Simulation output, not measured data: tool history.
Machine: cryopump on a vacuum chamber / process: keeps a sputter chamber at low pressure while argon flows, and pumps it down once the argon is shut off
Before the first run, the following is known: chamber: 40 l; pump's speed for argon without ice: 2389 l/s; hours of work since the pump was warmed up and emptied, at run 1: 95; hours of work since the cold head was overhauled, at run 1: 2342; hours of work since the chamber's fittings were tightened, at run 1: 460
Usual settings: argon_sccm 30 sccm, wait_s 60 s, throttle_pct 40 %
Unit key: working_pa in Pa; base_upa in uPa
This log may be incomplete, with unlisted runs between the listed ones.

| run | day | argon_sccm | wait_s | throttle_pct | hours of work since the pump was warmed up and emptied | hours of work since the cold head was overhauled | hours of work since the chamber's fittings were tightened | working_pa | base_upa |
|---|---|---|---|---|---|---|---|---|---|
| 1 | 0.000 | 30 | 60 | 40 | 95 | 2342 | 460 | 0.0549 | 1.18 |
| 2 | 1.508 | 30 | 60 | 40 | 122 | 2369 | 487 | 0.0564 | 1.21 |
| 3 | 4.612 | 30 | 60 | 40 | 177 | 2424 | 543 | 0.0566 | 1.26 |
| 4 | 6.508 | 14 | 60 | 40 | 211 | 2458 | 577 | 0.0269 | 1.36 |
| 5 | 9.679 | 14 | 60 | 40 | 268 | 2515 | 634 | 0.0278 | 1.53 |
| 6 | 12.771 | 14 | 277 | 40 | 324 | 2571 | 689 | 0.0279 | 1.19 |
| 7 | 14.554 | 30 | 60 | 40 | 356 | 2603 | 721 | 0.0595 | 1.64 |
| 8 | 16.188 | 30 | 60 | 40 | 385 | 2632 | 751 | 0.0597 | 1.74 |
| 9 | 17.667 | 30 | 60 | 40 | 412 | 2658 | 777 | 0.0611 | 1.76 |
| 10 | 19.104 | 30 | 60 | 40 | 437 | 2684 | 803 | 0.0613 | 1.80 |
| 11 | 20.767 | 30 | 104 | 40 | 467 | 2714 | 833 | 0.0623 | 1.67 |
| 12 | 23.158 | 30 | 104 | 40 | 510 | 2757 | 876 | 0.0646 | 1.85 |
|  | 24.079 | pump warmed up, emptied and cooled again |
| 13 | 24.912 | 30 | 104 | 40 | 15 | 2785 | 903 | 0.0545 | 1.30 |
| 14 | 27.179 | 30 | 60 | 40 | 56 | 2825 | 944 | 0.0538 | 1.69 |
| 15 | 28.688 | 30 | 27 | 40 | 83 | 2852 | 971 | 0.0547 | 2.42 |
| 16 | 31.283 | 30 | 27 | 40 | 129 | 2899 | 1018 | 0.0560 | 2.54 |
| 17 | 34.717 | 30 | 60 | 40 | 191 | 2961 | 1079 | 0.0570 | 1.91 |
| 18 | 36.646 | 31 | 21 | 40 | 225 | 2995 | 1114 | 0.0606 | 3.12 |
| 19 | 40.142 | 18 | 24 | 15 | 288 | 3058 | 1177 | 0.0881 | 2.97 |
| 20 | 42.517 | 18 | 42 | 15 | 331 | 3101 | 1219 | 0.0896 | 2.49 |
| 21 | 45.821 | 18 | 23 | 17 | 390 | 3160 | 1278 | 0.0799 | 3.25 |
| 22 | 48.608 | 15 | 56 | 40 | 440 | 3210 | 1328 | 0.0315 | 2.64 |
| 23 | 50.650 | 14 | 140 | 30 | 477 | 3246 | 1365 | 0.0384 | 2.42 |
|  | 53.367 | pump warmed up, emptied and cooled again |
| 24 | 53.696 | 30 | 60 | 21 | 6 | 3297 | 1416 | 0.1025 | 2.20 |
| 25 | 55.846 | 41 | 44 | 36 | 45 | 3336 | 1455 | 0.0823 | 2.40 |
| 26 | 58.446 | 56 | 44 | 29 | 91 | 3383 | 1501 | 0.1399 | 2.53 |
| 27 | 60.154 | 56 | 44 | 29 | 122 | 3413 | 1532 | 0.1416 | 2.56 |
|  | 62.808 | leaking fittings of the chamber tightened, without venting |
| 28 | 63.304 | 56 | 44 | 29 | 177 | 3468 | 9 | 0.1440 | 0.93 |
| 29 | 66.100 | 42 | 70 | 15 | 227 | 3518 | 59 | 0.2055 | 0.74 |
| 30 | 69.179 | 42 | 70 | 15 | 282 | 3574 | 114 | 0.2076 | 0.80 |
| 31 | 72.408 | 42 | 48 | 19 | 340 | 3632 | 172 | 0.1675 | 1.14 |
| 32 | 73.975 | 42 | 48 | 19 | 368 | 3660 | 200 | 0.1672 | 1.13 |
| 33 | 75.679 | 42 | 48 | 19 | 399 | 3690 | 231 | 0.1677 | 1.20 |

Had the tool no unlogged condition, and each run kept its random variation, what would the results have been?
Hidden conditions of the tool in this case: pump's speed, % of a pump's without ice; cold plate's temperature, K; leak into the chamber, uPa l/s; drift of the gauge itself on working_pa, %; drift of the gauge itself on base_upa, %.
| run | working_pa | base_upa |
|---|---|---|
| 1 | 0.0532 | 0.69 |
| 2 | 0.0542 | 0.66 |
| 3 | 0.0535 | 0.65 |
| 4 | 0.0252 | 0.69 |
| 5 | 0.0256 | 0.72 |
| 6 | 0.0252 | 0.28 |
| 7 | 0.0531 | 0.67 |
| 8 | 0.0526 | 0.71 |
| 9 | 0.0533 | 0.68 |
| 10 | 0.0528 | 0.66 |
| 11 | 0.0530 | 0.45 |
| 12 | 0.0539 | 0.49 |
| 13 | 0.0536 | 0.39 |
| 14 | 0.0523 | 0.68 |
| 15 | 0.0527 | 1.37 |
| 16 | 0.0534 | 1.39 |
| 17 | 0.0533 | 0.67 |
| 18 | 0.0561 | 1.75 |
| 19 | 0.0847 | 1.50 |
| 20 | 0.0857 | 0.89 |
| 21 | 0.0752 | 1.55 |
| 22 | 0.0270 | 0.73 |
| 23 | 0.0337 | 0.39 |
| 24 | 0.1015 | 0.71 |
| 25 | 0.0801 | 0.89 |
| 26 | 0.1356 | 0.90 |
| 27 | 0.1363 | 0.88 |
| 28 | 0.1371 | 0.86 |
| 29 | 0.1990 | 0.60 |
| 30 | 0.1995 | 0.59 |
| 31 | 0.1576 | 0.83 |
| 32 | 0.1565 | 0.78 |
| 33 | 0.1560 | 0.80 |
